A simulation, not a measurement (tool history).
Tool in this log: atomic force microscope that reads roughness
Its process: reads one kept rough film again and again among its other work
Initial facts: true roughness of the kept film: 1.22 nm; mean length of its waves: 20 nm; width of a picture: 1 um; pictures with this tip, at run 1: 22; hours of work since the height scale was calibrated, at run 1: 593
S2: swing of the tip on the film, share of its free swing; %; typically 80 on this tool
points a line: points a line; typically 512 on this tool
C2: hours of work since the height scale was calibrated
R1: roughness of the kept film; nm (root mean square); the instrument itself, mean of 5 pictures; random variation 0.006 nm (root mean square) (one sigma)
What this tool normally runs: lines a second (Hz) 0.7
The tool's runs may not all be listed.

{"run": 1, "hour": 0.0, "lines a second (Hz)": 0.7, "S2": 80, "points a line": 512, "pictures with this tip": 22, "C2": 593, "R1": 1.059}
{"run": 2, "hour": 35.9, "lines a second (Hz)": 0.7, "S2": 80, "points a line": 512, "pictures with this tip": 50, "C2": 608, "R1": 1.021}
{"run": 3, "hour": 60.7, "lines a second (Hz)": 0.7, "S2": 80, "points a line": 326, "pictures with this tip": 69, "C2": 619, "R1": 0.975}
{"run": 4, "hour": 86.0, "lines a second (Hz)": 0.7, "S2": 80, "points a line": 326, "pictures with this tip": 89, "C2": 630, "R1": 0.956}
{"run": 5, "hour": 102.6, "lines a second (Hz)": 0.7, "S2": 80, "points a line": 326, "pictures with this tip": 102, "C2": 637, "R1": 0.937}
{"run": 6, "hour": 132.2, "lines a second (Hz)": 0.7, "S2": 80, "points a line": 326, "pictures with this tip": 125, "C2": 650, "R1": 0.919}
{"run": 7, "hour": 149.2, "lines a second (Hz)": 0.727, "S2": 80, "points a line": 512, "pictures with this tip": 138, "C2": 658, "R1": 0.901}
{"hour": 169.3, "done": "new tip fitted"}
{"run": 8, "hour": 171.6, "lines a second (Hz)": 0.7, "S2": 80, "points a line": 726, "pictures with this tip": 1, "C2": 667, "R1": 1.097}
{"run": 9, "hour": 188.0, "lines a second (Hz)": 0.7, "S2": 80, "points a line": 512, "pictures with this tip": 14, "C2": 674, "R1": 1.065}
{"run": 10, "hour": 220.8, "lines a second (Hz)": 0.7, "S2": 80, "points a line": 512, "pictures with this tip": 39, "C2": 689, "R1": 1.024}
{"run": 11, "hour": 252.9, "lines a second (Hz)": 0.7, "S2": 80, "points a line": 512, "pictures with this tip": 64, "C2": 703, "R1": 0.996}
{"run": 12, "hour": 274.6, "lines a second (Hz)": 0.7, "S2": 80, "points a line": 512, "pictures with this tip": 81, "C2": 712, "R1": 0.978}
{"run": 13, "hour": 303.3, "lines a second (Hz)": 0.7, "S2": 80, "points a line": 512, "pictures with this tip": 103, "C2": 725, "R1": 0.937}
{"run": 14, "hour": 321.5, "lines a second (Hz)": 0.7, "S2": 80, "points a line": 512, "pictures with this tip": 117, "C2": 733, "R1": 0.936}
{"run": 15, "hour": 341.2, "lines a second (Hz)": 0.7, "S2": 80, "points a line": 635, "pictures with this tip": 132, "C2": 741, "R1": 0.908}
{"hour": 345.0, "done": "height scale calibrated on a step standard"}
{"run": 16, "hour": 362.5, "lines a second (Hz)": 0.7, "S2": 80, "points a line": 512, "pictures with this tip": 148, "C2": 8, "R1": 0.89}
{"hour": 370.8, "done": "new tip fitted"}
{"run": 17, "hour": 378.8, "lines a second (Hz)": 0.7, "S2": 80, "points a line": 512, "pictures with this tip": 6, "C2": 15, "R1": 1.062}
{"run": 18, "hour": 399.6, "lines a second (Hz)": 3.124, "S2": 66, "points a line": 408, "pictures with this tip": 22, "C2": 24, "R1": 1.015}
{"run": 19, "hour": 415.4, "lines a second (Hz)": 3.443, "S2": 74, "points a line": 594, "pictures with this tip": 34, "C2": 31, "R1": 0.965}
{"run": 20, "hour": 432.9, "lines a second (Hz)": 1.192, "S2": 90, "points a line": 700, "pictures with this tip": 48, "C2": 38, "R1": 0.955}
{"run": 21, "hour": 449.2, "lines a second (Hz)": 1.192, "S2": 65, "points a line": 403, "pictures with this tip": 60, "C2": 45, "R1": 1.014}
{"run": 22, "hour": 469.8, "lines a second (Hz)": 1.192, "S2": 65, "points a line": 403, "pictures with this tip": 76, "C2": 54, "R1": 0.979}
{"hour": 495.1, "done": "height scale calibrated on a step standard, once more"}
{"run": 23, "hour": 505.5, "lines a second (Hz)": 1.192, "S2": 65, "points a line": 403, "pictures with this tip": 103, "C2": 5, "R1": 0.975}
{"run": 24, "hour": 541.3, "lines a second (Hz)": 1.192, "S2": 65, "points a line": 403, "pictures with this tip": 131, "C2": 20, "R1": 0.934}
{"hour": 570.3, "done": "new tip fitted"}
{"run": 25, "hour": 572.1, "lines a second (Hz)": 3.624, "S2": 80, "points a line": 267, "pictures with this tip": 1, "C2": 33, "R1": 0.962}
{"run": 26, "hour": 605.5, "lines a second (Hz)": 3.891, "S2": 68, "points a line": 623, "pictures with this tip": 27, "C2": 48, "R1": 1.012}
{"run": 27, "hour": 622.7, "lines a second (Hz)": 1.229, "S2": 80, "points a line": 719, "pictures with this tip": 40, "C2": 55, "R1": 1.025}
{"run": 28, "hour": 647.6, "lines a second (Hz)": 0.7, "S2": 60, "points a line": 715, "pictures with this tip": 59, "C2": 66, "R1": 1.05}
{"run": 29, "hour": 678.1, "lines a second (Hz)": 0.724, "S2": 56, "points a line": 512, "pictures with this tip": 83, "C2": 80, "R1": 1.012}
{"run": 30, "hour": 713.5, "lines a second (Hz)": 0.724, "S2": 79, "points a line": 609, "pictures with this tip": 110, "C2": 95, "R1": 0.972}
{"run": 31, "hour": 729.0, "lines a second (Hz)": 0.724, "S2": 79, "points a line": 609, "pictures with this tip": 122, "C2": 102, "R1": 0.943}
{"run": 32, "hour": 749.1, "lines a second (Hz)": 0.724, "S2": 79, "points a line": 609, "pictures with this tip": 138, "C2": 111, "R1": 0.935}
{"hour": 769.6, "done": "new tip fitted"}
{"run": 33, "hour": 769.9, "lines a second (Hz)": 0.724, "S2": 79, "points a line": 609, "pictures with this tip": 0, "C2": 120, "R1": 1.101}

Predict each of these 5 candidate next runs independently; none follows another, all start after run 33:
{"run": "A", "hour": 796.5, "lines a second (Hz)": 3.379, "S2": 80, "points a line": 512, "pictures with this tip": 21, "C2": 131, "R1": "?"}
{"run": "B", "hour": 796.5, "lines a second (Hz)": 0.724, "S2": 86, "points a line": 443, "pictures with this tip": 21, "C2": 131, "R1": "?"}
{"run": "C", "hour": 796.5, "lines a second (Hz)": 0.7, "S2": 70, "points a line": 323, "pictures with this tip": 21, "C2": 131, "R1": "?"}
{"run": "D", "hour": 796.5, "lines a second (Hz)": 0.7, "S2": 80, "points a line": 892, "pictures with this tip": 21, "C2": 131, "R1": "?"}
{"run": "E", "hour": 796.5, "lines a second (Hz)": 0.724, "S2": 79, "points a line": 503, "pictures with this tip": 21, "C2": 131, "R1": "?"}

run=A R1=0.953
run=B R1=1.044
run=C R1=1.055
run=D R1=1.083
run=E R1=1.063
Had the tool no hidden state, the same runs would have come out as:
run=A R1=0.989
run=B R1=1.085
run=C R1=1.095
run=D R1=1.124
run=E R1=1.104
